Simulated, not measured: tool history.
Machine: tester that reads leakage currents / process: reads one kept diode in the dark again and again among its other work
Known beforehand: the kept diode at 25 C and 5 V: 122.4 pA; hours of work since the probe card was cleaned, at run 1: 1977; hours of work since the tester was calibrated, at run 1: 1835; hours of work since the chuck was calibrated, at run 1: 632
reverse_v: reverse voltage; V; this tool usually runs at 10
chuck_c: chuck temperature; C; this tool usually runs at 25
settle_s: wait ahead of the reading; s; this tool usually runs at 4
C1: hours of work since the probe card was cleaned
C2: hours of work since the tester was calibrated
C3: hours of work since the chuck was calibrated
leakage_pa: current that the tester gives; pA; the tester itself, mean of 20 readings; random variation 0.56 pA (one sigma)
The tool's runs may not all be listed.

Run 1, hour 0: usual settings; C1 1977; C2 1835; C3 632. Result: leakage_pa 184.35 pA.
Run 2, hour 158: usual settings; C1 2055; C2 1913; C3 710. Result: leakage_pa 184.34 pA.
Run 3, hour 330.2: usual settings; C1 2140; C2 1998; C3 795. Result: leakage_pa 184.96 pA.
Run 4, hour 498.8: usual settings but settle_s 3.22 s; C1 2223; C2 2081; C3 878. Result: leakage_pa 184.79 pA.
Run 5, hour 685: usual settings but settle_s 5.61 s; C1 2314; C2 2173; C3 970. Result: leakage_pa 184.77 pA.
Run 6, hour 797.5: usual settings; C1 2370; C2 2228; C3 1025. Result: leakage_pa 185.5 pA.
Run 7, hour 926.3: usual settings; C1 2433; C2 2291; C3 1088. Result: leakage_pa 185.39 pA.
At hour 1033.6: chuck's temperature calibrated.
Run 8, hour 1033.6: usual settings; C1 2485; C2 2343; C3 0. Result: leakage_pa 184.16 pA.
Run 9, hour 1196.1: usual settings; C1 2565; C2 2423; C3 80. Result: leakage_pa 185.24 pA.
Run 10, hour 1299.4: usual settings; C1 2616; C2 2474; C3 131. Result: leakage_pa 184.25 pA.
Run 11, hour 1471.9: usual settings; C1 2701; C2 2559; C3 216. Result: leakage_pa 184.35 pA.
Run 12, hour 1585: usual settings; C1 2757; C2 2615; C3 272. Result: leakage_pa 185.55 pA.
Run 13, hour 1701.8: usual settings; C1 2814; C2 2672; C3 329. Result: leakage_pa 184.78 pA.
Run 14, hour 1859.8: usual settings; C1 2892; C2 2750; C3 407. Result: leakage_pa 184.42 pA.
Run 15, hour 2003.1: usual settings; C1 2963; C2 2821; C3 477. Result: leakage_pa 185.08 pA.
Run 16, hour 2106.7: usual settings; C1 3014; C2 2872; C3 528. Result: leakage_pa 184.41 pA.
Run 17, hour 2256.5: usual settings; C1 3087; C2 2946; C3 602. Result: leakage_pa 183.58 pA.
Run 18, hour 2470.2: usual settings; C1 3193; C2 3051; C3 707. Result: leakage_pa 184.87 pA.
Run 19, hour 2633.5: usual settings; C1 3273; C2 3131; C3 788. Result: leakage_pa 184.85 pA.
Run 20, hour 2840.7: usual settings; C1 3375; C2 3233; C3 890. Result: leakage_pa 184.32 pA.
Run 21, hour 3009.7: usual settings; C1 3458; C2 3316; C3 973. Result: leakage_pa 184.19 pA.
Run 22, hour 3101.3: usual settings; C1 3503; C2 3362; C3 1018. Result: leakage_pa 184.94 pA.
At hour 3118.7: probe card cleaned and baked.
Run 23, hour 3192.4: usual settings but reverse_v 3.4 V, chuck_c 26 C, settle_s 2.03 s; C1 36; C2 3405; C3 1062. Result: leakage_pa 105.69 pA.
Run 24, hour 3290.7: usual settings but chuck_c 57 C, settle_s 3.47 s; C1 85; C2 3453; C3 1110. Result: leakage_pa 1723.77 pA.
At hour 3363.4: chuck's temperature calibrated.
Run 25, hour 3484.2: usual settings but reverse_v 6.3 V, settle_s 2.49 s; C1 179; C2 3548; C3 59. Result: leakage_pa 140.82 pA.
At hour 3605.4: tester calibrated.
Run 26, hour 3642: usual settings but settle_s 4.36 s; C1 256; C2 18; C3 136. Result: leakage_pa 184.59 pA.
Run 27, hour 3741.9: usual settings but chuck_c 38 C, settle_s 8.71 s; C1 305; C2 67; C3 185. Result: leakage_pa 483.25 pA.
Run 28, hour 3945.1: usual settings but reverse_v 3 V, chuck_c 35 C, settle_s 1.23 s; C1 405; C2 167; C3 285. Result: leakage_pa 192.01 pA.
Run 29, hour 4087: usual settings but reverse_v 3.6 V; C1 475; C2 237; C3 355. Result: leakage_pa 101.12 pA.
Run 30, hour 4222.1: usual settings but reverse_v 10.7 V, settle_s 2.53 s; C1 541; C2 304; C3 422. Result: leakage_pa 191.56 pA.
Run 31, hour 4353.8: usual settings but reverse_v 10.7 V, settle_s 2.53 s; C1 606; C2 369; C3 487. Result: leakage_pa 192.35 pA.
Run 32, hour 4557.4: usual settings but reverse_v 2 V, settle_s 2.25 s; C1 706; C2 469; C3 587. Result: leakage_pa 71.57 pA.
Run 33, hour 4651.2: usual settings but reverse_v 17.1 V; C1 753; C2 515; C3 633. Result: leakage_pa 253.44 pA.
Run 34, hour 4841.8: usual settings but chuck_c 21 C, settle_s 0.71 s; C1 847; C2 609; C3 727. Result: leakage_pa 136.74 pA.
Run 35, hour 4961.9: usual settings but reverse_v 4.1 V, settle_s 0.37 s; C1 906; C2 668; C3 786. Result: leakage_pa 110.79 pA.
Run 36, hour 5157.3: usual settings but chuck_c 30 C, settle_s 0.62 s; C1 1002; C2 764; C3 882. Result: leakage_pa 271.89 pA.
Run 37, hour 5359.4: usual settings but reverse_v 3 V, chuck_c 42 C, settle_s 0.39 s; C1 1101; C2 864; C3 982. Result: leakage_pa 318.31 pA.
Run 38, hour 5503.9: usual settings but reverse_v 2.8 V, chuck_c 22 C, settle_s 0.47 s; C1 1173; C2 935; C3 1053. Result: leakage_pa 70.16 pA.
Run 39, hour 5598.7: usual settings but reverse_v 2.1 V, chuck_c 37 C, settle_s 0.47 s; C1 1219; C2 982; C3 1100. Result: leakage_pa 181.26 pA.
At hour 5682.9: chuck's temperature calibrated.
Run 40, hour 5763.3: usual settings but chuck_c 21 C; C1 1299; C2 1062; C3 40. Result: leakage_pa 134.39 pA.

3 options for the next run, each taken on its own from the tool as it stands now. Forecast them:
Run A, hour 5855.8: usual settings but chuck_c 27 C; C1 1345; C2 1107; C3 85. Result: leakage_pa ?.
Run B, hour 5855.8: usual settings but reverse_v 1.5 V, chuck_c 35 C, settle_s 2.46 s; C1 1345; C2 1107; C3 85. Result: leakage_pa ?.
Run C, hour 5855.8: usual settings but reverse_v 7.7 V, chuck_c 47 C, settle_s 0.35 s; C1 1345; C2 1107; C3 85. Result: leakage_pa ?.

run  leakage_pa
  A      215.94
  B      127.77
  C      774.42
With no hidden state in the tool, these same runs would have given:
run  leakage_pa
  A      215.88
  B      127.76
  C      774.39

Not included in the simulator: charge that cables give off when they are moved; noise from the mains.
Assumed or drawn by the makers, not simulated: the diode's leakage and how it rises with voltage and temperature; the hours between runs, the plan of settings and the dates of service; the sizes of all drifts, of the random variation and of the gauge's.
